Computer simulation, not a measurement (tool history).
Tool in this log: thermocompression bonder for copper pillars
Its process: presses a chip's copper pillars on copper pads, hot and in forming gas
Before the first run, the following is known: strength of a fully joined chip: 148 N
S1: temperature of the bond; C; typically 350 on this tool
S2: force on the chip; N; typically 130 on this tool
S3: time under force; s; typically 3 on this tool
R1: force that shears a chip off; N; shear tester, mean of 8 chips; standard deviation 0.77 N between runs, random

run,hour,S1,S2,S3,R1
1,0.0,350,130,3,53.2
2,7.9,350,130,3,54.1
3,21.3,350,130,3,53.6
4,36.4,350,130,3,53.5
5,48.7,374,130,3,69.2
6,60.1,350,127,3,52.9
7,67.8,340,130,3,48.2

What will run 8 give?
8,78.7,335,132,5,?

Run 8 produced R1 55.3 N.
If the tool had no hidden condition, the same run with the same run-to-run variation would have returned R1 61.6 N.
